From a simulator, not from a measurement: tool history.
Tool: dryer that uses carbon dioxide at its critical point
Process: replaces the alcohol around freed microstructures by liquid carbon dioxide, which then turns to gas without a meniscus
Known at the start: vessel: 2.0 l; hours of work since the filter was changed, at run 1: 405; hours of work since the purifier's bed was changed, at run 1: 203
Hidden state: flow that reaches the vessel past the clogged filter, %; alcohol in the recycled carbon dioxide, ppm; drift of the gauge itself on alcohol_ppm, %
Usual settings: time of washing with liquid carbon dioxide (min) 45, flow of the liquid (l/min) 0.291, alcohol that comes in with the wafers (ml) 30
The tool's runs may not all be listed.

| run | hour | time of washing with liquid carbon dioxide (min) | flow of the liquid (l/min) | alcohol that comes in with the wafers (ml) | hours of work since the filter was changed | hours of work since the purifier's bed was changed | alcohol left in the vessel before it's heated (ppm by volume) |
|---|---|---|---|---|---|---|---|
| 1 | 0 | 45 | 0.291 | 30 | 405 | 203 | 200 |
| 2 | 10.1 | 45 | 0.291 | 30 | 408 | 207 | 187 |
| 3 | 18.5 | 45 | 0.291 | 30 | 412 | 210 | 197 |
| 4 | 31.7 | 45 | 0.291 | 30 | 417 | 215 | 188 |
| 5 | 49.4 | 36 | 0.291 | 30 | 423 | 221 | 440 |
| 6 | 64.1 | 36 | 0.291 | 30 | 429 | 227 | 433 |
| 7 | 76.4 | 36 | 0.291 | 30 | 433 | 231 | 451 |
| 8 | 88.7 | 33 | 0.326 | 55 | 438 | 236 | 762 |
| 9 | 100.3 | 39 | 0.372 | 30 | 442 | 240 | 128 |
| 10 | 118.9 | 37 | 0.483 | 41 | 449 | 247 | 81 |
| 11 | 136.7 | 37 | 0.483 | 41 | 456 | 254 | 85 |
| 12 | 151.9 | 57 | 0.455 | 41 | 461 | 260 | 35 |
| 13 | 159.7 | 33 | 0.345 | 22 | 464 | 262 | 275 |

The same runs without the tool's hidden state, with the same run-to-run variation:
| run | alcohol left in the vessel before it's heated (ppm by volume) |
|---|---|
| 1 | 137 |
| 2 | 127 |
| 3 | 133 |
| 4 | 124 |
| 5 | 331 |
| 6 | 322 |
| 7 | 335 |
| 8 | 572 |
| 9 | 74 |
| 10 | 40 |
| 11 | 41 |
| 12 | 9 |
| 13 | 190 |
